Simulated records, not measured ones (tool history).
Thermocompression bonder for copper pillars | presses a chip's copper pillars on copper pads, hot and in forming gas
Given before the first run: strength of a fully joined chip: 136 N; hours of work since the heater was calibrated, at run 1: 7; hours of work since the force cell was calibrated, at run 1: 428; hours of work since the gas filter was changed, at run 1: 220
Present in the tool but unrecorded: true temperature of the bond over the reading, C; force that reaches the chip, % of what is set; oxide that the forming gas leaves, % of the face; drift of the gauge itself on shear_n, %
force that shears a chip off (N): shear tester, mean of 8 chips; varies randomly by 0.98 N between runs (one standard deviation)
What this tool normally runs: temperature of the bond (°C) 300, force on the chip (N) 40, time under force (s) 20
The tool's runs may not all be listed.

run	day	temperature of the bond (°C)	force on the chip (N)	time under force (s)	hours of work since the heater was calibrated	hours of work since the force cell was calibrated	hours of work since the gas filter was changed	force that shears a chip off (N)
1	0	300	40	20	7	428	220	80.3
2	2.638	300	40	20	36	457	249	79
3	4.367	300	40	20	55	476	268	78.2
4	7.096	300	40	20	85	506	298	77.5
5	10.058	300	39	20	117	538	330	75
# day 11.296: forming gas filter changed
6	11.862	320	40	20	137	557	6	99.5
7	13.521	320	40	20	155	576	24	98.5
8	15.242	320	40	20	173	594	43	96
9	18	320	40	20	203	624	73	97.1
10	19.562	320	40	20	220	641	90	94.1
11	21.996	300	44	20	247	668	117	86.7
12	23.45	300	44	20	263	684	132	87.3
13	24.858	300	44	20	278	699	148	87.3
14	26.792	274	40	20	299	720	169	61.4
15	28.292	274	40	20	316	737	185	61.5
16	30.038	300	40	20	335	756	204	78.3
17	32.158	300	40	20	358	779	227	78.1
18	34.517	300	40	20	384	804	253	77.4
19	36.675	300	40	20	407	828	277	77.3
20	38.858	298	40	31	431	852	300	84.5
21	40.838	285	26	31	452	873	322	48.7
# day 42.575: forming gas filter changed
22	43.742	285	26	31	484	905	13	54
23	45.175	285	40	27	499	920	28	80.1
24	47.058	285	40	27	520	941	49	78.9
25	48.954	300	31	60	541	962	70	89.1
# day 49.288: force cell calibrated
26	51.4	300	40	19	567	23	96	78.2
27	53.592	283	40	40	590	47	119	86.9

Run 28, settings as shown, results not yet in. Your forecast:
# day 54.158: force cell calibrated, once more
28	56.808	283	40	40	625	29	154	?

Logged for run 28: force that shears a chip off (N) 82.2.
If the tool had no hidden condition, the same run with the same run-to-run variation would have returned force that shears a chip off (N) 89.9.
